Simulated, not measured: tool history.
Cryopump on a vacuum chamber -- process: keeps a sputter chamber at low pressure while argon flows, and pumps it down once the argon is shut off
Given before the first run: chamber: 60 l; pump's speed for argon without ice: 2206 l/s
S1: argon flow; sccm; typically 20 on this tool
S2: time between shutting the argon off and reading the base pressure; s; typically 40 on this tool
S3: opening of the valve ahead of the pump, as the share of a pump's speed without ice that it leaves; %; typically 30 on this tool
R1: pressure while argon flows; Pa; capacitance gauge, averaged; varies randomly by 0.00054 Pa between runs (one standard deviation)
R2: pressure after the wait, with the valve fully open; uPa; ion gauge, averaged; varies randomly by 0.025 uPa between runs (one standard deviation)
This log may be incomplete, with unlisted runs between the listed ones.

Run 1, day 0: usual settings. Result: R1 0.0528 Pa, R2 1.22 uPa.
Run 2, day 0.662: usual settings. Result: R1 0.0523 Pa, R2 1.26 uPa.
Run 3, day 1.158: usual settings. Result: R1 0.0528 Pa, R2 1.27 uPa.
Run 4, day 1.483: usual settings but S2 31 s. Result: R1 0.0529 Pa, R2 1.53 uPa.
Run 5, day 1.904: usual settings but S3 19 %. Result: R1 0.0828 Pa, R2 1.29 uPa.
Run 6, day 2.517: usual settings but S3 19 %. Result: R1 0.0824 Pa, R2 1.26 uPa.
Run 7, day 2.9: usual settings but S3 19 %. Result: R1 0.0826 Pa, R2 1.25 uPa.
Run 8, day 3.35: usual settings but S3 19 %. Result: R1 0.0827 Pa, R2 1.26 uPa.
Run 9, day 4.117: usual settings. Result: R1 0.0539 Pa, R2 1.23 uPa.
Run 10, day 4.85: usual settings. Result: R1 0.0535 Pa, R2 1.24 uPa.
Run 11, day 5.188: usual settings. Result: R1 0.0543 Pa, R2 1.26 uPa.
Run 12, day 5.938: usual settings. Result: R1 0.0535 Pa, R2 1.23 uPa.
Run 13, day 6.675: usual settings. Result: R1 0.0537 Pa, R2 1.23 uPa.
Run 14, day 7.071: usual settings. Result: R1 0.0543 Pa, R2 1.24 uPa.
Run 15, day 7.433: usual settings. Result: R1 0.0541 Pa, R2 1.26 uPa.
Run 16, day 7.988: usual settings. Result: R1 0.0543 Pa, R2 1.24 uPa.
Run 17, day 8.492: usual settings but S2 34 s. Result: R1 0.0541 Pa, R2 1.42 uPa.
Run 18, day 8.908: usual settings but S2 34 s. Result: R1 0.0544 Pa, R2 1.39 uPa.
Run 19, day 9.533: usual settings but S2 34 s. Result: R1 0.0541 Pa, R2 1.41 uPa.
Run 20, day 10.062: usual settings but S2 45 s. Result: R1 0.0544 Pa, R2 1.18 uPa.
Run 21, day 10.8: usual settings but S1 10 sccm, S3 54 %. Result: R1 0.0169 Pa, R2 1.26 uPa.
Run 22, day 11.204: usual settings but S1 30 sccm, S3 23 %. Result: R1 0.1044 Pa, R2 1.32 uPa.
Run 23, day 11.596: usual settings but S1 14 sccm, S3 32 %. Result: R1 0.0363 Pa, R2 1.31 uPa.
Run 24, day 11.912: usual settings but S1 32 sccm, S2 152 s, S3 15 %. Result: R1 0.1695 Pa, R2 0.67 uPa.
Run 25, day 12.538: usual settings but S1 26 sccm, S2 60 s. Result: R1 0.0712 Pa, R2 1.02 uPa.
Run 26, day 12.95: usual settings but S1 11 sccm, S3 53 %. Result: R1 0.0183 Pa, R2 1.36 uPa.
Run 27, day 13.288: usual settings but S1 23 sccm, S2 199 s, S3 33 %. Result: R1 0.0578 Pa, R2 0.54 uPa.
Run 28, day 13.729: usual settings but S1 13 sccm, S2 223 s, S3 33 %. Result: R1 0.0322 Pa, R2 0.56 uPa.
Run 29, day 14.125: usual settings but S1 19 sccm, S2 223 s, S3 33 %. Result: R1 0.0472 Pa, R2 0.56 uPa.
Run 30, day 14.792: usual settings but S1 10 sccm, S3 36 %. Result: R1 0.0232 Pa, R2 1.31 uPa.
Run 31, day 15.338: usual settings but S2 22 s, S3 23 %. Result: R1 0.07 Pa, R2 2.03 uPa.
Run 32, day 15.925: usual settings but S2 26 s. Result: R1 0.0542 Pa, R2 1.78 uPa.
At day 16.479: pump warmed up, emptied and cooled again.
Run 33, day 16.667: usual settings but S1 9 sccm, S2 49 s, S3 24 %. Result: R1 0.0279 Pa, R2 1.08 uPa.
Run 34, day 17.312: usual settings but S1 28 sccm, S2 128 s, S3 18 %. Result: R1 0.1196 Pa, R2 0.6 uPa.
Run 35, day 17.946: usual settings but S1 13 sccm, S2 156 s, S3 34 %. Result: R1 0.0297 Pa, R2 0.56 uPa.

What if the next run were any one of these 3? Each begins from the tool's condition after run 35:
Run A, day 18.617: usual settings but S1 37 sccm, S2 156 s, S3 39 %. Result: R1 ?, R2 ?.
Run B, day 18.617: usual settings but S2 36 s, S3 18 %. Result: R1 ?, R2 ?.
Run C, day 18.617: usual settings but S2 186 s, S3 48 %. Result: R1 ?, R2 ?.

run      R1    R2
  A  0.0729  0.54
  B  0.0845  1.32
  C   0.032  0.51
With no hidden state in the tool, these same runs would have given:
run      R1    R2
  A  0.0722  0.33
  B  0.0841  1.11
  C  0.0316   0.3

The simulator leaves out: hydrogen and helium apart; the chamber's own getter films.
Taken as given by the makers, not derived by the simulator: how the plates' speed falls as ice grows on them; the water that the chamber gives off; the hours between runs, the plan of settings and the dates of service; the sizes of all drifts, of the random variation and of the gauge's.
